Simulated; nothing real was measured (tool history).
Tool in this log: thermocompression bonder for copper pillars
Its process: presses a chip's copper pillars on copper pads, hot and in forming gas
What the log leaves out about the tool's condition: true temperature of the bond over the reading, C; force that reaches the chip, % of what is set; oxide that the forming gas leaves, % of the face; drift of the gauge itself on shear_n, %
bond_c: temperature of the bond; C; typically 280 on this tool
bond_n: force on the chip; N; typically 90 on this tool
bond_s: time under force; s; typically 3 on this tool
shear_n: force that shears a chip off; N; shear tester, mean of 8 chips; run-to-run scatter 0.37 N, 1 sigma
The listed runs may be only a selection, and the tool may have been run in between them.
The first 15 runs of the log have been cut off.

| run | day | bond_c | bond_n | bond_s | hours of work since the heater was calibrated | hours of work since the force cell was calibrated | hours of work since the gas filter was changed | shear_n |
|---|---|---|---|---|---|---|---|---|
| 16 | 17.408 | 280 | 90 | 3 | 841 | 356 | 480 | 71.9 |
|  | 18.625 | forming gas filter changed |
| 17 | 18.625 | 280 | 90 | 3 | 859 | 374 | 0 | 72.1 |
| 18 | 19.504 | 280 | 90 | 3 | 872 | 387 | 13 | 72.5 |
| 19 | 20.662 | 270 | 90 | 3 | 890 | 404 | 30 | 65.8 |
| 20 | 21.871 | 270 | 90 | 3 | 908 | 423 | 49 | 65.3 |
| 21 | 22.762 | 280 | 116 | 3 | 921 | 436 | 62 | 90.9 |
| 22 | 23.954 | 280 | 116 | 3 | 939 | 454 | 80 | 90.7 |
| 23 | 25.071 | 269 | 115 | 4 | 956 | 470 | 97 | 88.9 |
| 24 | 26.371 | 281 | 115 | 4 | 975 | 490 | 116 | 98.2 |
| 25 | 27.567 | 269 | 90 | 3 | 993 | 508 | 134 | 64.7 |
| 26 | 29.05 | 269 | 90 | 3 | 1015 | 530 | 156 | 65.5 |
| 27 | 30.388 | 269 | 90 | 3 | 1035 | 550 | 176 | 65.3 |
| 28 | 31.621 | 280 | 90 | 2 | 1054 | 569 | 195 | 63.3 |
| 29 | 32.871 | 304 | 90 | 2 | 1072 | 587 | 213 | 79 |
| 30 | 33.642 | 298 | 65 | 5 | 1084 | 599 | 225 | 76 |
| 31 | 34.4 | 298 | 65 | 5 | 1095 | 610 | 236 | 75.8 |
| 32 | 35.417 | 298 | 65 | 5 | 1111 | 625 | 251 | 76.2 |
| 33 | 36.204 | 305 | 56 | 3 | 1122 | 637 | 263 | 58.2 |
| 34 | 37.396 | 259 | 90 | 3 | 1140 | 655 | 281 | 58.8 |
|  | 38.162 | gauge calibrated |
| 35 | 38.308 | 260 | 71 | 3 | 1154 | 669 | 295 | 45 |
| 36 | 39.383 | 260 | 71 | 3 | 1170 | 685 | 311 | 45.4 |
| 37 | 40.192 | 280 | 113 | 5 | 1182 | 697 | 323 | 99.3 |
| 38 | 41.029 | 280 | 119 | 8 | 1195 | 709 | 335 | 114.3 |
| 39 | 42.154 | 286 | 66 | 4 | 1211 | 726 | 352 | 61.9 |

3 ways to go on from here, each from the tool as it stands after run 39. What would each give?
| A | 42.904 | 277 | 90 | 2 | 1223 | 737 | 364 | ? |
| B | 42.904 | 280 | 66 | 3 | 1223 | 737 | 364 | ? |
| C | 42.904 | 264 | 59 | 3 | 1223 | 737 | 364 | ? |

| run | shear_n |
|---|---|
| A | 60.2 |
| B | 52.5 |
| C | 38.3 |
Stripped of hidden state, with their random variation kept, the same runs would have yielded:
| run | shear_n |
|---|---|
| A | 60.1 |
| B | 52.4 |
| C | 38.2 |

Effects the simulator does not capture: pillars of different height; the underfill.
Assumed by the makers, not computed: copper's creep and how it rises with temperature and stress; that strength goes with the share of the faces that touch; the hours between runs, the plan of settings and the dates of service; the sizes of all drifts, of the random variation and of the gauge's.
